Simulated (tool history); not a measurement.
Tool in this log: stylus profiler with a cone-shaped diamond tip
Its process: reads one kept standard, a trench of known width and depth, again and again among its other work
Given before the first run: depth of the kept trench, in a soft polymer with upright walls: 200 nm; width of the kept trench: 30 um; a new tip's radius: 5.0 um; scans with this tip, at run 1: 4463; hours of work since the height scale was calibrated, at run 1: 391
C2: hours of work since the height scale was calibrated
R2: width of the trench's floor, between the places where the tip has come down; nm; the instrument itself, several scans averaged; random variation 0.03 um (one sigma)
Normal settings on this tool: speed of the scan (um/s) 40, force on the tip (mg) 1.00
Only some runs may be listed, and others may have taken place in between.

Run 1, day 0.000: usual settings; scans with this tip 4463; C2 391. Result: depth of the trench (Å) 2015.5, R2 26940 nm.
Run 2, day 2.783: usual settings; scans with this tip 5033; C2 441. Result: depth of the trench (Å) 2014.9, R2 26940 nm.
Run 3, day 5.600: usual settings but force on the tip (mg) 0.56; scans with this tip 5611; C2 492. Result: depth of the trench (Å) 2009.5, R2 26780 nm.
Run 4, day 7.358: usual settings but force on the tip (mg) 0.56; scans with this tip 5971; C2 524. Result: depth of the trench (Å) 2009.3, R2 26800 nm.
Run 5, day 10.596: usual settings but force on the tip (mg) 0.56; scans with this tip 6636; C2 582. Result: depth of the trench (Å) 2009.6, R2 26780 nm.
Run 6, day 12.954: usual settings but force on the tip (mg) 0.56; scans with this tip 7119; C2 624. Result: depth of the trench (Å) 2009.9, R2 26810 nm.
Run 7, day 14.654: usual settings; scans with this tip 7467; C2 655. Result: depth of the trench (Å) 2015.2, R2 26910 nm.
Run 8, day 16.288: usual settings; scans with this tip 7802; C2 684. Result: depth of the trench (Å) 2014.0, R2 26950 nm.
Run 9, day 17.883: usual settings; scans with this tip 8130; C2 713. Result: depth of the trench (Å) 2014.5, R2 26890 nm.
Run 10, day 19.462: usual settings but force on the tip (mg) 1.87; scans with this tip 8453; C2 741. Result: depth of the trench (Å) 2022.6, R2 27000 nm.
Run 11, day 21.917: usual settings but speed of the scan (um/s) 79, force on the tip (mg) 0.92; scans with this tip 8957; C2 786. Result: depth of the trench (Å) 2014.2, R2 26620 nm.
Run 12, day 24.967: usual settings but speed of the scan (um/s) 79, force on the tip (mg) 0.92; scans with this tip 9582; C2 840. Result: depth of the trench (Å) 2013.8, R2 26530 nm.
Run 13, day 27.158: usual settings but speed of the scan (um/s) 88, force on the tip (mg) 1.48; scans with this tip 10031; C2 880. Result: depth of the trench (Å) 2019.2, R2 26620 nm.
Run 14, day 29.408: usual settings but speed of the scan (um/s) 17, force on the tip (mg) 1.93; scans with this tip 10493; C2 920. Result: depth of the trench (Å) 2022.8, R2 27130 nm.
Run 15, day 32.371: usual settings but speed of the scan (um/s) 17, force on the tip (mg) 1.93; scans with this tip 11100; C2 974. Result: depth of the trench (Å) 2022.9, R2 27090 nm.
Run 16, day 34.192: usual settings but speed of the scan (um/s) 53; scans with this tip 11474; C2 1006. Result: depth of the trench (Å) 2014.4, R2 26760 nm.

What will run 17 give?
Run 17, day 36.596: usual settings but speed of the scan (um/s) 11, force on the tip (mg) 0.59; scans with this tip 11967; C2 1050. Result: depth of the trench (Å) ?, R2 ?.

{"run 17": {"depth of the trench (Å)": 2010.0, "R2": 27060}}
Were there no unlogged condition in the tool, this run, its random variation unchanged, would have produced depth of the trench (Å) 2010.1, R2 27070 nm.
